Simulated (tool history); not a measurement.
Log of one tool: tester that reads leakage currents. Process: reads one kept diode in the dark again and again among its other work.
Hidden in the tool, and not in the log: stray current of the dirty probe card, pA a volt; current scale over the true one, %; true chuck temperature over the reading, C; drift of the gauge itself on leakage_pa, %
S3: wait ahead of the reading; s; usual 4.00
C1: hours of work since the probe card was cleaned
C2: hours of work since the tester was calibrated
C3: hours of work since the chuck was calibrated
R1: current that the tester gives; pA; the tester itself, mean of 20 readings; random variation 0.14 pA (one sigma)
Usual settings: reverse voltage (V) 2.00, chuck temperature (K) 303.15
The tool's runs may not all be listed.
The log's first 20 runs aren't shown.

At hour 1592.6: tester calibrated.
Run 21, hour 1679.6: usual settings; C1 1510; C2 68; C3 1991. Result: R1 45.35 pA.
Run 22, hour 1775.9: usual settings but reverse voltage (V) 1.89, chuck temperature (K) 296.15; C1 1585; C2 144; C3 2067. Result: R1 23.02 pA.
Run 23, hour 1852.8: usual settings but chuck temperature (K) 321.15, S3 8.23 s; C1 1646; C2 204; C3 2127. Result: R1 206.75 pA.
Run 24, hour 1927.2: usual settings but chuck temperature (K) 309.15, S3 8.23 s; C1 1704; C2 262; C3 2185. Result: R1 76.60 pA.
At hour 1992.8: chuck's temperature calibrated.
Run 25, hour 1995.5: usual settings but chuck temperature (K) 328.15, S3 8.23 s; C1 1756; C2 314; C3 2. Result: R1 358.77 pA.
Run 26, hour 2091.8: usual settings but reverse voltage (V) 7.27, chuck temperature (K) 330.15, S3 1.56 s; C1 1831; C2 390; C3 78. Result: R1 876.45 pA.
Run 27, hour 2174.9: usual settings but reverse voltage (V) 7.27, chuck temperature (K) 330.15, S3 1.56 s; C1 1896; C2 455; C3 143. Result: R1 873.42 pA.
Run 28, hour 2263.5: usual settings but reverse voltage (V) 7.27, chuck temperature (K) 330.15, S3 1.56 s; C1 1966; C2 524; C3 212. Result: R1 877.69 pA.
Run 29, hour 2372.4: usual settings but reverse voltage (V) 7.27, chuck temperature (K) 330.15, S3 1.56 s; C1 2051; C2 609; C3 297. Result: R1 878.54 pA.
Run 30, hour 2468.1: usual settings but chuck temperature (K) 326.15, S3 0.35 s; C1 2126; C2 684; C3 372. Result: R1 307.98 pA.
Run 31, hour 2580.2: usual settings but reverse voltage (V) 11.99, S3 0.81 s; C1 2214; C2 772; C3 460. Result: R1 128.30 pA.
Run 32, hour 2694.8: usual settings but reverse voltage (V) 11.99, S3 0.81 s; C1 2304; C2 862; C3 550. Result: R1 128.33 pA.
Run 33, hour 2788.6: usual settings but reverse voltage (V) 6.83, chuck temperature (K) 325.15, S3 0.81 s; C1 2377; C2 936; C3 624. Result: R1 577.35 pA.
Run 34, hour 2865.8: usual settings but reverse voltage (V) 7.78, chuck temperature (K) 294.15, S3 3.32 s; C1 2438; C2 996; C3 684. Result: R1 43.43 pA.
Run 35, hour 2936.8: usual settings but reverse voltage (V) 9.24, chuck temperature (K) 305.15, S3 2.63 s; C1 2493; C2 1052; C3 740. Result: R1 130.35 pA.
At hour 2951.9: probe card cleaned and baked.
Run 36, hour 3064.8: usual settings but reverse voltage (V) 9.40, chuck temperature (K) 305.15, S3 6.03 s; C1 88; C2 1150; C3 838. Result: R1 130.95 pA.
Run 37, hour 3124.0: usual settings but reverse voltage (V) 9.40, chuck temperature (K) 305.15, S3 6.03 s; C1 135; C2 1196; C3 884. Result: R1 130.98 pA.
Run 38, hour 3235.4: usual settings but reverse voltage (V) 9.40, chuck temperature (K) 306.15, S3 6.03 s; C1 222; C2 1283; C3 971. Result: R1 142.79 pA.
Run 39, hour 3323.6: usual settings but chuck temperature (K) 300.15; C1 291; C2 1352; C3 1040. Result: R1 34.33 pA.

Forecast each of these 5 alternatives for the next run:
Run A, hour 3425.2: usual settings but chuck temperature (K) 305.15, S3 0.33 s; C1 371; C2 1432; C3 1120. Result: R1 ?.
Run B, hour 3425.2: usual settings but reverse voltage (V) 18.35, S3 0.36 s; C1 371; C2 1432; C3 1120. Result: R1 ?.
Run C, hour 3425.2: usual settings but reverse voltage (V) 2.73, chuck temperature (K) 301.15, S3 0.89 s; C1 371; C2 1432; C3 1120. Result: R1 ?.
Run D, hour 3425.2: usual settings but reverse voltage (V) 7.26, chuck temperature (K) 315.15, S3 0.74 s; C1 371; C2 1432; C3 1120. Result: R1 ?.
Run E, hour 3425.2: usual settings but chuck temperature (K) 293.15; C1 371; C2 1432; C3 1120. Result: R1 ?.

run      R1
  A   54.66
  B  167.57
  C   45.70
  D  268.36
  E   17.85
Without the tool's hidden state the same runs would have given:
run      R1
  A   54.68
  B  167.59
  C   45.71
  D  268.43
  E   17.86
